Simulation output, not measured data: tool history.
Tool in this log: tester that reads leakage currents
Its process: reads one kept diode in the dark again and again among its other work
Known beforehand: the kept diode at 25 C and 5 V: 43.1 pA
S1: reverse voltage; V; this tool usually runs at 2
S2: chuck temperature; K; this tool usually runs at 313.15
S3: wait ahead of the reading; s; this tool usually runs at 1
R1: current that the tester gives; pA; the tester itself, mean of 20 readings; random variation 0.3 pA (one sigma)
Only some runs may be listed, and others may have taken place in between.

| run | hour | S1 | S2 | S3 | R1 |
|---|---|---|---|---|---|
| 1 | 0 | 2 | 313.15 | 1 | 97.73 |
|  | 10.4 | probe card cleaned and baked |
| 2 | 33.1 | 4.68 | 313.15 | 1 | 145.05 |
| 3 | 59.4 | 4.68 | 313.15 | 1 | 145.14 |
| 4 | 94.9 | 2 | 313.15 | 1 | 97.03 |
| 5 | 131.8 | 2 | 313.15 | 0.67 | 97.66 |
| 6 | 182.8 | 2 | 313.15 | 0.37 | 98.66 |
| 7 | 218.2 | 2 | 313.15 | 0.37 | 98.54 |
| 8 | 253.6 | 2 | 313.15 | 1 | 98 |
| 9 | 299.9 | 2 | 313.15 | 1 | 97.64 |
| 10 | 325 | 2 | 313.15 | 1 | 97.38 |
| 11 | 347.6 | 2 | 313.15 | 0.54 | 98.08 |
|  | 367.4 | chuck's temperature calibrated |
| 12 | 389.1 | 2 | 313.15 | 1 | 98.04 |
| 13 | 431.9 | 2 | 313.15 | 1 | 97.52 |
| 14 | 475.4 | 2 | 313.15 | 1 | 98.13 |

Forecast run 15:
| 15 | 515.3 | 11.1 | 313.15 | 1 | ? |

R1: 216.03 pA
If the tool had no hidden condition, the same run with the same run-to-run variation would have returned R1 215.95 pA.

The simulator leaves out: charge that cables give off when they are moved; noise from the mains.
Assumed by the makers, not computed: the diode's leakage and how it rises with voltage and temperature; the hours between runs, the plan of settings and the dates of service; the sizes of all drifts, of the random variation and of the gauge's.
